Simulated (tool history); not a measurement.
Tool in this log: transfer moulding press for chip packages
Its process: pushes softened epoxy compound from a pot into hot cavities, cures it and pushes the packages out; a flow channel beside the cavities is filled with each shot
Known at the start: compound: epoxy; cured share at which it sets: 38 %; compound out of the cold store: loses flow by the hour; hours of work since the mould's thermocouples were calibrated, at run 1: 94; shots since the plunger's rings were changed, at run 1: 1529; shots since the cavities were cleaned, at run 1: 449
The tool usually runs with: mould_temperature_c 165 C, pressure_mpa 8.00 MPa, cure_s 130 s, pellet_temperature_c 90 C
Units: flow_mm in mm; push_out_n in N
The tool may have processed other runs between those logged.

run,hour,mould_temperature_c,pressure_mpa,cure_s,pellet_temperature_c,hours of work since the mould's thermocouples were calibrated,shots since the plunger's rings were changed,shots since the cavities were cleaned,incoming compound's hours out of the cold store,flow_mm,push_out_n
1,0.0,165,8.00,130,90,94,1529,449,12.5,818,635
2,10.3,165,8.00,129,90,100,1618,538,31.5,745,644
3,30.6,165,8.00,129,90,112,1794,714,25.9,761,690
# hour 35.3: cavities cleaned with cleaning compound and waxed
4,40.8,172,8.00,130,90,118,1869,47,36.4,695,670
5,53.2,172,8.00,130,90,125,1977,155,29.0,723,644
6,66.0,165,8.00,130,90,133,2087,265,29.3,744,763
7,78.5,165,8.00,130,90,140,2195,373,19.5,781,806
8,89.6,165,8.00,130,90,147,2291,469,26.2,751,788
9,109.3,165,8.00,130,90,159,2461,639,14.4,786,815
# hour 117.8: cavities cleaned with cleaning compound and waxed, once more
10,123.8,165,8.83,130,90,167,2574,52,35.5,751,486
11,136.9,165,8.83,130,90,174,2687,165,46.5,716,514
12,150.6,165,8.83,130,90,183,2806,284,10.8,841,577
13,160.5,165,8.83,130,92,189,2891,369,44.9,721,574
14,170.0,165,7.09,130,90,194,2973,451,19.5,722,634
# hour 183.1: plunger's sealing rings changed
15,189.4,165,7.09,130,90,204,54,597,20.0,767,677
# hour 206.4: cavities cleaned with cleaning compound and waxed
16,206.7,173,9.77,130,96,214,191,2,36.2,795,411
17,216.7,173,9.77,130,96,220,277,88,8.5,906,433
18,227.5,173,9.77,130,96,226,371,182,13.2,889,465
19,248.7,173,9.77,130,96,239,554,365,29.3,814,507
20,262.0,173,6.14,161,96,247,669,480,10.8,703,553
21,275.7,173,6.14,161,96,255,787,598,25.4,660,559
# hour 293.2: cavities cleaned with cleaning compound and waxed
22,297.6,173,6.14,161,96,268,964,38,13.1,697,430
23,311.2,173,6.14,161,96,276,1081,155,36.4,623,466
24,322.5,173,6.14,161,96,283,1180,254,29.4,634,507
25,334.8,170,9.63,166,90,290,1286,360,19.9,844,539
26,348.6,165,8.80,116,94,298,1405,479,12.2,860,747
27,364.0,165,8.80,157,94,308,1538,612,41.2,745,588
28,376.1,165,8.80,157,94,315,1643,717,37.7,765,615
# hour 379.3: cavities cleaned with cleaning compound and waxed
29,387.7,166,8.80,157,93,321,1730,72,15.7,832,423

Measured result minus the same run's result without the hidden state. Both carry the same run-to-run variation, though not necessarily the same gauge scatter:
The tool's hidden condition here consists of: true mould temperature over the reading, C; pressure that reaches the compound, % of what is set; grip of the stained cavities, % over clean ones'; drift of the gauge itself on flow_mm, %; drift of the gauge itself on push_out_n, %.
run,flow_mm,push_out_n
1,-28,+162
2,-27,+180
3,-30,+221
4,-29,+270
5,-32,+265
6,-35,+315
7,-38,+335
8,-39,+329
9,-43,+343
10,-43,+25
11,-43,+67
12,-53,+112
13,-46,+132
14,-49,+161
15,-3,+198
16,-4,+5
17,-7,+37
18,-8,+67
19,-11,+117
20,-10,+149
21,-11,+167
22,-14,+30
23,-15,+70
24,-16,+100
25,-23,+129
26,-27,+199
27,-25,+182
28,-27,+200
29,-31,+31

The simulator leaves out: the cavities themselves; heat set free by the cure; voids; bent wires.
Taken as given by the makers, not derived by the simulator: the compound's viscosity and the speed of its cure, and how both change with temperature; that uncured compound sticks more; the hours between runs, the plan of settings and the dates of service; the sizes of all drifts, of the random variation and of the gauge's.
